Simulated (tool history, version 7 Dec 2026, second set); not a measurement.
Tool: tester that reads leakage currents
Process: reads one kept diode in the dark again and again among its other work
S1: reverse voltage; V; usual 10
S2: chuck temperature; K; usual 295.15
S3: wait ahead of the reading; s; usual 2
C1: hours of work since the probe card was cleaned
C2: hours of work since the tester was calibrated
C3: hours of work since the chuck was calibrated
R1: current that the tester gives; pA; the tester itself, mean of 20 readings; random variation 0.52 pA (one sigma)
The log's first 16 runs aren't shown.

run   hour    S1      S2    S3  C1   C2   C3       R1
       482  -- probe card cleaned and baked
 17  500.9    10  295.15     2  10  693  817   198.05
 18  527.9    10  295.15  1.23  24  707  831   199.64
 19  569.8    10  295.15  1.23  45  728  852   200.34
 20  587.4    10  295.15     2  54  737  861   198.99
 21  617.7    10  322.15     2  70  753  877  2105.64
     656.6  -- probe card cleaned and baked, once more
 22  661.3   1.1  308.15  0.48   2  774  898   219.24
 23  693.1   1.1  308.15  0.48  19  790  914   219.48
 24    716  12.3  305.15  0.48  30  802  926   556.77
 25  745.8  12.1  327.15  3.89  46  817  941  3458.47

Forecast run 26:
 26  784.4  6.3  299.15  1.2  66  837  961   ?

R1: 230.14 pA
Without the tool's hidden state the same run would have given R1 201.67 pA.
